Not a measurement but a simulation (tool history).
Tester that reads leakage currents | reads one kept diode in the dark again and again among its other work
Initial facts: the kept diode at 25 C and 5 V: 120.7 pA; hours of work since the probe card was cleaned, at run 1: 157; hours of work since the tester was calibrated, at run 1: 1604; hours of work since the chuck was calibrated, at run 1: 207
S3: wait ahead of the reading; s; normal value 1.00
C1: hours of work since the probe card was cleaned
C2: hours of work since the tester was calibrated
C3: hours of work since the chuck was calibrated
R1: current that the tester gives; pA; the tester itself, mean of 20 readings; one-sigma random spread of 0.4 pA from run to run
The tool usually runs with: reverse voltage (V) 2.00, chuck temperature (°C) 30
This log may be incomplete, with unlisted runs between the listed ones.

Run 1, day 0.000: usual settings; C1 157; C2 1604; C3 207. Result: R1 130.52 pA.
Run 2, day 1.758: usual settings; C1 185; C2 1632; C3 234. Result: R1 129.24 pA.
Run 3, day 4.492: usual settings; C1 227; C2 1674; C3 277. Result: R1 128.08 pA.
Run 4, day 6.304: usual settings; C1 256; C2 1702; C3 305. Result: R1 128.67 pA.
Run 5, day 8.883: usual settings; C1 296; C2 1743; C3 345. Result: R1 127.97 pA.
Run 6, day 11.550: usual settings; C1 337; C2 1784; C3 387. Result: R1 126.79 pA.
Run 7, day 14.575: usual settings; C1 384; C2 1831; C3 434. Result: R1 126.43 pA.
Run 8, day 17.054: usual settings; C1 423; C2 1870; C3 473. Result: R1 125.22 pA.
Run 9, day 18.808: usual settings; C1 450; C2 1897; C3 500. Result: R1 125.53 pA.
Run 10, day 21.796: usual settings; C1 497; C2 1944; C3 547. Result: R1 124.21 pA.
Run 11, day 24.521: usual settings but chuck temperature (°C) 55; C1 539; C2 1986; C3 589. Result: R1 1035.28 pA.
Run 12, day 27.688: usual settings but chuck temperature (°C) 55; C1 589; C2 2035; C3 638. Result: R1 1038.78 pA.
Run 13, day 30.762: usual settings but chuck temperature (°C) 55, S3 2.61 s; C1 637; C2 2083; C3 686. Result: R1 1029.07 pA.
Run 14, day 33.012: usual settings but reverse voltage (V) 3.15, chuck temperature (°C) 55, S3 2.61 s; C1 672; C2 2118; C3 721. Result: R1 1231.71 pA.
Run 15, day 35.917: usual settings but S3 1.93 s; C1 717; C2 2164; C3 766. Result: R1 120.67 pA.
Run 16, day 38.821: usual settings; C1 762; C2 2209; C3 812. Result: R1 120.53 pA.
Run 17, day 41.558: usual settings but chuck temperature (°C) 39; C1 805; C2 2251; C3 854. Result: R1 268.71 pA.
Run 18, day 44.300: usual settings but chuck temperature (°C) 39; C1 847; C2 2294; C3 897. Result: R1 265.65 pA.
Run 19, day 45.633: usual settings; C1 868; C2 2315; C3 918. Result: R1 118.50 pA.
Run 20, day 47.604: usual settings but reverse voltage (V) 15.98, chuck temperature (°C) 55, S3 1.34 s; C1 899; C2 2346; C3 948. Result: R1 2313.78 pA.
Run 21, day 49.538: usual settings but reverse voltage (V) 1.42, chuck temperature (°C) 38, S3 2.95 s; C1 929; C2 2376; C3 979. Result: R1 209.94 pA.
Run 22, day 51.021: usual settings but reverse voltage (V) 6.63, chuck temperature (°C) 22, S3 5.92 s; C1 952; C2 2399; C3 1002. Result: R1 89.61 pA.
Run 23, day 54.112: usual settings but reverse voltage (V) 6.63, chuck temperature (°C) 22, S3 5.92 s; C1 1000; C2 2447; C3 1050. Result: R1 89.08 pA.
Run 24, day 55.512: usual settings but reverse voltage (V) 6.63, chuck temperature (°C) 22, S3 5.92 s; C1 1022; C2 2469; C3 1072. Result: R1 88.70 pA.
Run 25, day 57.921: usual settings but chuck temperature (°C) 60; C1 1060; C2 2506; C3 1109. Result: R1 1442.12 pA.
Run 26, day 60.892: usual settings but chuck temperature (°C) 60; C1 1106; C2 2553; C3 1155. Result: R1 1441.92 pA.
Run 27, day 63.567: usual settings but chuck temperature (°C) 48; C1 1148; C2 2594; C3 1197. Result: R1 549.11 pA.
Run 28, day 65.392: usual settings but S3 0.34 s; C1 1176; C2 2623; C3 1226. Result: R1 115.30 pA.
Run 29, day 67.121: usual settings but chuck temperature (°C) 60, S3 0.34 s; C1 1203; C2 2650; C3 1252. Result: R1 1421.66 pA.
Run 30, day 69.500: usual settings but chuck temperature (°C) 60, S3 0.34 s; C1 1240; C2 2687; C3 1290. Result: R1 1422.74 pA.
Run 31, day 71.804: usual settings but reverse voltage (V) 1.24, chuck temperature (°C) 43, S3 2.90 s; C1 1276; C2 2723; C3 1325. Result: R1 293.44 pA.
Run 32, day 73.292: usual settings but reverse voltage (V) 1.24, chuck temperature (°C) 43, S3 1.96 s; C1 1299; C2 2746; C3 1349. Result: R1 293.08 pA.
Run 33, day 75.862: usual settings but reverse voltage (V) 5.68, chuck temperature (°C) 22, S3 2.44 s; C1 1339; C2 2786; C3 1389. Result: R1 80.26 pA.
Run 34, day 78.862: usual settings but reverse voltage (V) 5.51, chuck temperature (°C) 49; C1 1386; C2 2833; C3 1435. Result: R1 880.72 pA.
Run 35, day 80.833: usual settings but reverse voltage (V) 5.51, chuck temperature (°C) 49; C1 1417; C2 2863; C3 1466. Result: R1 876.03 pA.
Run 36, day 83.404: usual settings but reverse voltage (V) 11.20, chuck temperature (°C) 26; C1 1457; C2 2903; C3 1506. Result: R1 155.88 pA.
Run 37, day 85.550: usual settings but reverse voltage (V) 5.90, chuck temperature (°C) 22, S3 1.52 s; C1 1490; C2 2937; C3 1540. Result: R1 80.20 pA.
Run 38, day 87.858: usual settings but reverse voltage (V) 9.19, chuck temperature (°C) 54; C1 1526; C2 2973; C3 1575. Result: R1 1586.99 pA.

Here are 3 independent what-if runs from the current tool condition. What would each one return?
Run A, day 90.046: usual settings; C1 1560; C2 3007; C3 1610. Result: R1 ?.
Run B, day 90.046: usual settings but reverse voltage (V) 15.25, S3 1.48 s; C1 1560; C2 3007; C3 1610. Result: R1 ?.
Run C, day 90.046: usual settings but reverse voltage (V) 1.63, chuck temperature (°C) 54, S3 4.87 s; C1 1560; C2 3007; C3 1610. Result: R1 ?.

run      R1
  A  108.04
  B  250.51
  C  789.03
Without the tool's hidden state the same runs would have given:
run      R1
  A  133.30
  B  305.76
  C  949.74
